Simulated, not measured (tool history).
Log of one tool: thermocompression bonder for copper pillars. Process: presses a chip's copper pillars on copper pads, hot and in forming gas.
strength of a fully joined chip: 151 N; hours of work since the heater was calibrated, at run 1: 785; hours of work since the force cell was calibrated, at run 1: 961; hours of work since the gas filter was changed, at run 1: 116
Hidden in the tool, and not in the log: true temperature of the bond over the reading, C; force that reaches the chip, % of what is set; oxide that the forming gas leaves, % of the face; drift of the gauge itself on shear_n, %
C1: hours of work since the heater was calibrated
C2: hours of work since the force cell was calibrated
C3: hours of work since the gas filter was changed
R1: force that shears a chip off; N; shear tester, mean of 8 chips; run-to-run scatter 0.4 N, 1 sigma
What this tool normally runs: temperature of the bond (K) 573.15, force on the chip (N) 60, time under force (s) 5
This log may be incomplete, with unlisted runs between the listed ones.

{"run": 1, "day": 0.0, "temperature of the bond (K)": 573.15, "force on the chip (N)": 60, "time under force (s)": 5, "C1": 785, "C2": 961, "C3": 116, "R1": 111}
{"run": 2, "day": 1.846, "temperature of the bond (K)": 573.15, "force on the chip (N)": 60, "time under force (s)": 6, "C1": 807, "C2": 982, "C3": 138, "R1": 115.4}
{"run": 3, "day": 4.392, "temperature of the bond (K)": 573.15, "force on the chip (N)": 60, "time under force (s)": 6, "C1": 837, "C2": 1013, "C3": 168, "R1": 116.1}
{"run": 4, "day": 8.371, "temperature of the bond (K)": 573.15, "force on the chip (N)": 60, "time under force (s)": 6, "C1": 884, "C2": 1060, "C3": 215, "R1": 114.7}
{"run": 5, "day": 12.025, "temperature of the bond (K)": 573.15, "force on the chip (N)": 60, "time under force (s)": 4, "C1": 927, "C2": 1103, "C3": 258, "R1": 103.9}
{"run": 6, "day": 14.125, "temperature of the bond (K)": 573.15, "force on the chip (N)": 51, "time under force (s)": 5, "C1": 952, "C2": 1128, "C3": 283, "R1": 97.1}
{"day": 14.388, "done": "force cell calibrated"}
{"run": 7, "day": 16.779, "temperature of the bond (K)": 573.15, "force on the chip (N)": 51, "time under force (s)": 5, "C1": 983, "C2": 28, "C3": 314, "R1": 94.6}
{"day": 17.425, "done": "forming gas filter changed"}
{"run": 8, "day": 19.117, "temperature of the bond (K)": 573.15, "force on the chip (N)": 51, "time under force (s)": 5, "C1": 1011, "C2": 56, "C3": 20, "R1": 98.6}
{"run": 9, "day": 23.321, "temperature of the bond (K)": 596.15, "force on the chip (N)": 41, "time under force (s)": 5, "C1": 1060, "C2": 106, "C3": 70, "R1": 100.9}
{"run": 10, "day": 27.167, "temperature of the bond (K)": 558.15, "force on the chip (N)": 39, "time under force (s)": 5, "C1": 1106, "C2": 151, "C3": 115, "R1": 63.5}
{"run": 11, "day": 30.104, "temperature of the bond (K)": 570.15, "force on the chip (N)": 66, "time under force (s)": 4, "C1": 1141, "C2": 186, "C3": 150, "R1": 109.3}
{"run": 12, "day": 33.033, "temperature of the bond (K)": 561.15, "force on the chip (N)": 44, "time under force (s)": 8, "C1": 1175, "C2": 221, "C3": 185, "R1": 87.3}
{"run": 13, "day": 35.379, "temperature of the bond (K)": 577.15, "force on the chip (N)": 44, "time under force (s)": 7, "C1": 1203, "C2": 249, "C3": 213, "R1": 97.9}
{"run": 14, "day": 38.688, "temperature of the bond (K)": 589.15, "force on the chip (N)": 42, "time under force (s)": 5, "C1": 1242, "C2": 288, "C3": 252, "R1": 95}
{"day": 39.625, "done": "force cell calibrated, once more"}
{"run": 15, "day": 41.533, "temperature of the bond (K)": 572.15, "force on the chip (N)": 60, "time under force (s)": 9, "C1": 1275, "C2": 23, "C3": 285, "R1": 125.1}

Describe how what the log doesn't record of the tool's condition differs between the last listed run preceding each entry between runs and the first listed run following it.
Runs 6 to 7: force cell calibrated (day 14.388)
  true temperature of the bond over the reading, C: 7.7 -> 8; force that reaches the chip, % of what is set: 96.2 -> 94; oxide that the forming gas leaves, % of the face: 4.26 -> 4.69
  difference, measured minus the result without the unlogged condition, R1: +0.2 -> -1.8 N
Runs 7 to 8: forming gas filter changed (day 17.425)
  true temperature of the bond over the reading, C: 8 -> 8.2; oxide that the forming gas leaves, % of the face: 4.69 -> 0.93
  difference, measured minus the result without the unlogged condition, R1: -1.8 -> +2 N
Runs 14 to 15: force cell calibrated, once more (day 39.625)
  true temperature of the bond over the reading, C: 9.9 -> 10.2; force that reaches the chip, % of what is set: 93.3 -> 98.9; oxide that the forming gas leaves, % of the face: 4.04 -> 4.46
  difference, measured minus the result without the unlogged condition, R1: -0.5 -> +1.5 N

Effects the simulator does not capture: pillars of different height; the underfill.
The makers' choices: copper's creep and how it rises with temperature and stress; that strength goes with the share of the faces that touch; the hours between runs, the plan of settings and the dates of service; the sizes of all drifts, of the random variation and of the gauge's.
